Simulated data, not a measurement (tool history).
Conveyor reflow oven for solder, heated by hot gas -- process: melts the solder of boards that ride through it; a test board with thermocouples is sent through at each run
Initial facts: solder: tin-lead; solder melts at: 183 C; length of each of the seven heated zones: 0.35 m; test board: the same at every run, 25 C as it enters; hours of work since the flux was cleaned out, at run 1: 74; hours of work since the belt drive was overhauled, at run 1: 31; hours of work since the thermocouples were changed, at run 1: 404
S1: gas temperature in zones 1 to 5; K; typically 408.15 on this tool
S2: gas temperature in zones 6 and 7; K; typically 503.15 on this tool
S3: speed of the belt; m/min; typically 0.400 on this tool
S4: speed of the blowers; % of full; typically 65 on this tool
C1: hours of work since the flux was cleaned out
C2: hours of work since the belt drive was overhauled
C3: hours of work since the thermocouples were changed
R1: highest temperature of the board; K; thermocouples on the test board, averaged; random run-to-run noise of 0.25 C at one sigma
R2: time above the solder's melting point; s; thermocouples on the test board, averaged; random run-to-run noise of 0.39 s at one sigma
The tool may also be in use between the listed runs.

| run | day | S1 | S2 | S3 | S4 | C1 | C2 | C3 | R1 | R2 |
|---|---|---|---|---|---|---|---|---|---|---|
| 1 | 0.000 | 408.15 | 503.15 | 0.400 | 65 | 74 | 31 | 404 | 485.35 | 71.9 |
| 2 | 0.954 | 408.15 | 503.15 | 0.400 | 65 | 88 | 44 | 417 | 485.05 | 71.2 |
| 3 | 1.783 | 408.15 | 503.15 | 0.400 | 65 | 99 | 55 | 429 | 484.85 | 71.3 |
| 4 | 2.700 | 408.15 | 503.15 | 0.400 | 65 | 112 | 68 | 442 | 485.05 | 71.1 |
| 5 | 4.071 | 408.15 | 503.15 | 0.400 | 65 | 131 | 87 | 461 | 485.55 | 71.0 |
| 6 | 5.396 | 408.15 | 503.15 | 0.400 | 65 | 149 | 106 | 479 | 485.25 | 70.6 |
|  | 5.671 | belt drive overhauled, speed set with a stopwatch |
| 7 | 7.033 | 408.15 | 503.15 | 0.400 | 65 | 170 | 19 | 500 | 484.55 | 70.7 |
|  | 8.842 | belt drive overhauled, speed set with a stopwatch, once more |
| 8 | 8.904 | 397.15 | 508.15 | 0.400 | 65 | 194 | 1 | 523 | 487.05 | 68.0 |
| 9 | 10.550 | 408.15 | 496.15 | 0.348 | 65 | 216 | 24 | 546 | 483.35 | 79.8 |
| 10 | 11.504 | 408.15 | 496.15 | 0.348 | 65 | 230 | 37 | 559 | 483.35 | 79.7 |
| 11 | 13.158 | 408.15 | 496.15 | 0.348 | 65 | 253 | 60 | 582 | 483.45 | 79.3 |
| 12 | 14.379 | 408.15 | 496.15 | 0.348 | 65 | 270 | 77 | 599 | 483.05 | 80.1 |
| 13 | 15.221 | 408.15 | 496.15 | 0.348 | 65 | 281 | 89 | 611 | 483.25 | 80.3 |
| 14 | 16.388 | 401.15 | 496.15 | 0.348 | 59 | 297 | 105 | 627 | 479.75 | 69.6 |

For each entry between runs, how does the tool's hidden state at the last listed run before it compare with that at the first listed run after it?
In the gap between runs 6 and 7: belt drive overhauled, speed set with a stopwatch (day 5.671)
  heat that the gas passes to the board, % of a clean oven's: 96.6 -> 96.1; belt's true speed, % of the reading: 99.7 -> 99.61; true gas temperature in zones 6 and 7 over the reading, C: 0.76 -> 0.78
  the result without the hidden state subtracted from the measured one, R1: -0.10 -> -0.10 K; R2: -0.1 -> -0.2 s
In the gap between runs 7 and 8: belt drive overhauled, speed set with a stopwatch, once more (day 8.842)
  heat that the gas passes to the board, % of a clean oven's: 96.1 -> 95.5; belt's true speed, % of the reading: 99.61 -> 100.07; true gas temperature in zones 6 and 7 over the reading, C: 0.78 -> 0.82
  the result without the hidden state subtracted from the measured one, R1: -0.10 -> -0.60 K; R2: -0.2 -> -1.0 s
